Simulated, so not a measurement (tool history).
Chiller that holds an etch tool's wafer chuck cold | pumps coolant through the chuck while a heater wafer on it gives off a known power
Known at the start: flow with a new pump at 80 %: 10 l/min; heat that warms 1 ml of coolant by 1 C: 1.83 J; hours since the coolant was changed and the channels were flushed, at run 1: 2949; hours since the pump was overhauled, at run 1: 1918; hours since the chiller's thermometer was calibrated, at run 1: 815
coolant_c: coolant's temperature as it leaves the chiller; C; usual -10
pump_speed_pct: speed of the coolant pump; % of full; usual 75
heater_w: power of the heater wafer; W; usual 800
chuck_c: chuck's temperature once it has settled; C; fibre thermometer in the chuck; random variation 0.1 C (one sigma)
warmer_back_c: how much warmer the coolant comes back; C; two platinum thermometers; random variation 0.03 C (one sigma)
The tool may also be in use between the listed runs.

run    hour  coolant_c  pump_speed_pct  heater_w  hours since the coolant was changed and the channels were flushed  hours since the pump was overhauled  hours since the chiller's thermometer was calibrated  chuck_c  warmer_back_c
  1       0        -10              75       800                                                               2949                                 1918                                                   815     -2.7           2.92
  2    84.8        -10              75       800                                                               3034                                 2003                                                   899     -2.5           2.88
  3   125.5        -10              75       800                                                               3075                                 2044                                                   940     -2.6           2.93
  4   170.8        -10              75       800                                                               3120                                 2089                                                   985     -2.5           2.92
  5   229.3        -10              75       800                                                               3179                                 2148                                                  1044     -2.5           2.92
  6     300        -10              75       800                                                               3249                                 2218                                                  1115     -2.5           2.96
  7   384.4        -10              89       800                                                               3334                                 2303                                                  1199     -3.5           2.45
  8   451.2        -10              75       800                                                               3401                                 2369                                                  1266     -2.6           2.87
  9   493.3         -6              75       800                                                               3443                                 2412                                                  1308      1.5           2.92
 10   573.6         -6              75       800                                                               3523                                 2492                                                  1388      1.6           2.97
 11   632.6         -6              75       800                                                               3582                                 2551                                                  1447      1.4           2.95
 12   698.8         -6              75       800                                                               3648                                 2617                                                  1513      1.9           2.93
 13   789.1         -6              75       800                                                               3739                                 2707                                                  1604      1.6           2.95
 14   845.3        -16              76       681                                                               3795                                 2764                                                  1660     -9.5           2.51
 15     899         -7              76       902                                                               3848                                 2817                                                  1714      1.4           3.26
 16   955.1         -1              75      1006                                                               3905                                 2873                                                  1770      8.7           3.74
 17  1006.9         -1              90       415                                                               3956                                 2925                                                  1822      2.6           1.25
 18  1049.3         -1              68       800                                                               3999                                 2968                                                  1864      7.4           3.32
 19  1143.6         -1              68       800                                                               4093                                 3062                                                  1958      7.6           3.29
 20  1230.5         -1              68       800                                                               4180                                 3149                                                  2045      7.4            3.3
 21  1315.8         -1              68       800                                                               4265                                 3234                                                  2130      7.6           3.24
 22  1385.6         -1              63       673                                                               4335                                 3304                                                  2200      6.8           3.02
 23  1427.3         -1              64       931                                                               4377                                 3346                                                  2242      9.4           4.06

Run 24 comes next. What will it give?
       1471  -- chiller's thermometer calibrated
 24  1486.2         -1              64       606                                                               4435                                 3403                                                    15        ?              ?

chuck_c: 5.8 C
warmer_back_c: 2.63 C
Without the tool's hidden state the same run would have given chuck_c 4.9 C, warmer_back_c 2.47 C.
